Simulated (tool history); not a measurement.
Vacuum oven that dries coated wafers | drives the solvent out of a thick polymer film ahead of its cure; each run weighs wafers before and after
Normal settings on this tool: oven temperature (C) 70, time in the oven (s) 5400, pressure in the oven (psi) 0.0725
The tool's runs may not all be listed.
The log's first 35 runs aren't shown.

run,hour,oven temperature (C),time in the oven (s),pressure in the oven (psi),solvent left in the film (%)
36,753.0,70,5160,0.2580,3.39
37,782.4,78,7620,0.1336,0.54
38,800.6,67,3660,0.0725,5.13
39,816.0,67,3660,0.0725,5.20
40,833.6,68,7140,0.1117,2.38
41,857.3,68,7140,0.1117,2.30
42,883.8,75,6000,0.0373,1.17
43,900.5,75,6000,0.0373,1.07
44,925.2,70,9420,0.0373,1.03
# hour 943.1: oven's thermocouples calibrated
45,943.1,83,9420,0.0373,0.20
46,969.6,57,9420,0.0474,4.03

What if the next run were any one of these 4? Each begins from the tool's condition after run 46:
A,997.6,70,5400,0.1112,?
B,997.6,70,6960,0.0708,?
C,997.6,83,9420,0.1073,?
D,997.6,57,4260,0.0474,?

run,solvent left in the film (%)
A,2.47
B,1.61
C,0.28
D,7.24
What these runs would have given with no unlogged condition in the tool:
run,solvent left in the film (%)
A,2.24
B,1.41
C,0.21
D,6.99
